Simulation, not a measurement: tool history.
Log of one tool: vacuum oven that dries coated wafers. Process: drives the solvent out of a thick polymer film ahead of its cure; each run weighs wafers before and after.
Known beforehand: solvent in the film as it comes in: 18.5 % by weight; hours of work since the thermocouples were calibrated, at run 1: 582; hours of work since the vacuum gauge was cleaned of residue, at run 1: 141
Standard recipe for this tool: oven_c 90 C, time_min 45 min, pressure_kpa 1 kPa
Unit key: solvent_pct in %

run    hour  oven_c  time_min  pressure_kpa  hours of work since the thermocouples were calibrated  hours of work since the vacuum gauge was cleaned of residue  solvent_pct
  1       0      90        45             1                                                    582                                                          141         1.33
       65.5  -- oven's thermocouples calibrated
  2    98.2      90        45          1.11                                                     17                                                          191         1.52
  3   203.9      83        45          1.11                                                     71                                                          245         2.61
  4   257.9      83        45          1.11                                                     99                                                          273         2.68
  5   302.9      90        45             1                                                    123                                                          296         1.55
  6   359.4      90        45             1                                                    152                                                          326          1.5
      466.3  -- oven's thermocouples calibrated, once more
  7   466.7      90        45             1                                                      0                                                          380         1.26
  8   539.4      90        45          2.41                                                     38                                                          417         2.38
  9   608.1      90        55          2.41                                                     73                                                          453          2.1
 10     697      93        40           1.1                                                    119                                                          499         1.21
 11   750.2      83        42          3.44                                                    147                                                          526         4.75
 12   833.5     104        76          1.96                                                    190                                                          569         0.94
 13   938.6      97        52          0.92                                                    244                                                          624         0.79
 14  1009.8      97        52          0.92                                                    281                                                          660          0.7
 15  1097.8      96        41          1.06                                                    326                                                          706         1.08
 16  1144.5     104        58          0.78                                                    350                                                          730          0.4
 17  1227.7     104        23          1.11                                                    393                                                          773         1.35

Below are 4 alternative next runs, each starting from the tool's condition after run 17. Predict each:
  A  1277.1      90        44             1                                                    419                                                          798            ?
  B  1277.1      99        23           2.7                                                    419                                                          798            ?
  C  1277.1      90        78             1                                                    419                                                          798            ?
  D  1277.1      90        55          0.56                                                    419                                                          798            ?

run  solvent_pct
  A         1.55
  B         2.68
  C            1
  D         0.82
With the hidden condition removed and each run's random variation left untouched, the same runs would have given:
run  solvent_pct
  A         1.25
  B         2.39
  C         0.75
  D         0.56
